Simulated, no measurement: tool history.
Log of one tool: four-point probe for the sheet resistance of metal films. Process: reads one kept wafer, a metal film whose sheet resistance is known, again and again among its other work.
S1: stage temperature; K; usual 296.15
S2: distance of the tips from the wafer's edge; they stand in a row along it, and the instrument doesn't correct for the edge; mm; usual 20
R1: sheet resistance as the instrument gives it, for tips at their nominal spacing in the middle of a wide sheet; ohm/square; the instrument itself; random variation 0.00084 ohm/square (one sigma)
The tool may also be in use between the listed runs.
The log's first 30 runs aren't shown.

run,day,S1,S2,R1
31,24.338,303.15,49,4.181654
32,25.029,303.15,49,4.183267
33,25.783,304.15,13,4.185026
34,26.4,295.15,5,4.238328
35,26.95,303.15,20,4.185
36,27.604,294.15,34,4.206231
37,28.304,294.15,34,4.205098
38,28.938,292.15,25,4.210015
39,29.9,294.15,56,4.205056
40,30.425,294.15,46,4.203479
41,31.338,294.15,3,4.302479
42,32.142,296.15,4,4.254498
# day 32.788: stage's thermometer calibrated
43,32.9,296.15,4,4.254004
44,33.829,304.15,23,4.181171

5 ways to go on from here, each from the tool as it stands after run 44. What would each give?
A,34.462,308.15,23,?
B,34.462,304.15,6,?
C,34.462,301.15,6,?
D,34.462,304.15,3,?
E,34.462,293.15,20,?

run,R1
A,4.171364
B,4.20566
C,4.212163
D,4.279044
E,4.208696
Without the tool's hidden state the same runs would have given:
run,R1
A,4.171033
B,4.205327
C,4.21183
D,4.278705
E,4.208363
